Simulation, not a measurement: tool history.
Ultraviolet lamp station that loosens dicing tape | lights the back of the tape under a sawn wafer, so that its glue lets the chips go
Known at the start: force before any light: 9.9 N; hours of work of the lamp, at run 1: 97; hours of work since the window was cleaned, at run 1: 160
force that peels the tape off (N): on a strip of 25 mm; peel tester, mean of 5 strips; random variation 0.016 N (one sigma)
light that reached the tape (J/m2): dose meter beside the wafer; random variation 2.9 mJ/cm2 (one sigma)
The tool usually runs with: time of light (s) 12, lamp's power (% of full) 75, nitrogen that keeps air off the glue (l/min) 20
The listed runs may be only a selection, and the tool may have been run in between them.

| run | day | time of light (s) | lamp's power (% of full) | nitrogen that keeps air off the glue (l/min) | hours of work of the lamp | hours of work since the window was cleaned | force that peels the tape off (N) | light that reached the tape (J/m2) |
|---|---|---|---|---|---|---|---|---|
| 1 | 0.000 | 12 | 75 | 20 | 97 | 160 | 0.763 | 4260 |
| 2 | 0.312 | 12 | 75 | 20 | 102 | 165 | 0.796 | 4270 |
| 3 | 0.754 | 23 | 75 | 20 | 109 | 172 | 0.184 | 8290 |
| 4 | 0.950 | 12 | 75 | 20 | 112 | 175 | 0.787 | 4290 |
| 5 | 1.388 | 12 | 75 | 20 | 119 | 182 | 0.783 | 4310 |
| 6 | 1.658 | 12 | 75 | 20 | 123 | 187 | 0.785 | 4320 |
| 7 | 2.092 | 12 | 75 | 20 | 130 | 194 | 0.754 | 4340 |
| 8 | 2.554 | 12 | 75 | 20 | 138 | 201 | 0.788 | 4300 |
| 9 | 3.008 | 12 | 75 | 20 | 145 | 208 | 0.774 | 4310 |
| 10 | 3.375 | 12 | 61 | 20 | 151 | 214 | 1.205 | 3520 |
| 11 | 3.692 | 12 | 75 | 20 | 156 | 219 | 0.793 | 4320 |
| 12 | 4.046 | 12 | 75 | 20 | 161 | 225 | 0.758 | 4300 |
| 13 | 4.233 | 12 | 75 | 7 | 165 | 228 | 1.584 | 4280 |
| 14 | 4.625 | 12 | 75 | 7 | 171 | 234 | 1.578 | 4350 |
| 15 | 4.854 | 12 | 75 | 7 | 174 | 238 | 1.582 | 4280 |
| 16 | 5.200 | 7 | 75 | 7 | 180 | 243 | 3.358 | 2490 |
| 17 | 5.562 | 12 | 63 | 20 | 186 | 249 | 1.176 | 3640 |
| 18 | 5.888 | 12 | 63 | 20 | 191 | 254 | 1.124 | 3620 |
| 19 | 6.142 | 8 | 75 | 20 | 195 | 258 | 1.748 | 2900 |
| 20 | 6.475 | 23 | 75 | 6 | 200 | 264 | 0.438 | 8250 |
| 21 | 6.704 | 23 | 75 | 20 | 204 | 267 | 0.174 | 8180 |
| 22 | 6.912 | 10 | 75 | 6 | 207 | 271 | 2.326 | 3560 |
| 23 | 7.133 | 12 | 88 | 20 | 211 | 274 | 0.518 | 5050 |
| 24 | 7.362 | 7 | 75 | 20 | 214 | 278 | 2.116 | 2490 |
| 25 | 7.750 | 7 | 75 | 20 | 221 | 284 | 2.172 | 2490 |
| 26 | 7.950 | 6 | 75 | 17 | 224 | 287 | 2.791 | 2180 |
| 27 | 8.346 | 14 | 75 | 17 | 230 | 293 | 0.611 | 5010 |
| 28 | 8.804 | 12 | 98 | 20 | 237 | 301 | 0.391 | 5640 |
| 29 | 9.033 | 12 | 98 | 20 | 241 | 304 | 0.406 | 5570 |
| 30 | 9.333 | 6 | 75 | 10 | 246 | 309 | 3.342 | 2170 |
| 31 | 9.533 | 7 | 75 | 20 | 249 | 312 | 2.108 | 2510 |
| 32 | 9.888 | 15 | 80 | 9 | 255 | 318 | 0.738 | 5730 |
| 33 | 10.354 | 14 | 65 | 9 | 262 | 325 | 1.311 | 4360 |
| 34 | 10.762 | 14 | 65 | 9 | 269 | 332 | 1.309 | 4280 |
| 35 | 11.138 | 14 | 75 | 18 | 275 | 338 | 0.558 | 5020 |
| 36 | 11.333 | 9 | 65 | 14 | 278 | 341 | 2.210 | 2740 |
| 37 | 11.738 | 9 | 75 | 16 | 284 | 348 | 1.535 | 3240 |
| 38 | 11.988 | 9 | 83 | 17 | 288 | 352 | 1.248 | 3580 |

3 options for the next run, each taken on its own from the tool as it stands now. Forecast them:
| A | 12.258 | 15 | 76 | 10 | 293 | 356 | ? | ? |
| B | 12.258 | 9 | 96 | 28 | 293 | 356 | ? | ? |
| C | 12.258 | 12 | 81 | 20 | 293 | 356 | ? | ? |

| run | force that peels the tape off (N) | light that reached the tape (J/m2) |
|---|---|---|
| A | 0.753 | 5430 |
| B | 0.703 | 4110 |
| C | 0.648 | 4610 |
The same runs, with their run-to-run variation unchanged, on a tool lacking any hidden condition would have given:
| run | force that peels the tape off (N) | light that reached the tape (J/m2) |
|---|---|---|
| A | 0.748 | 5450 |
| B | 0.698 | 4120 |
| C | 0.644 | 4620 |

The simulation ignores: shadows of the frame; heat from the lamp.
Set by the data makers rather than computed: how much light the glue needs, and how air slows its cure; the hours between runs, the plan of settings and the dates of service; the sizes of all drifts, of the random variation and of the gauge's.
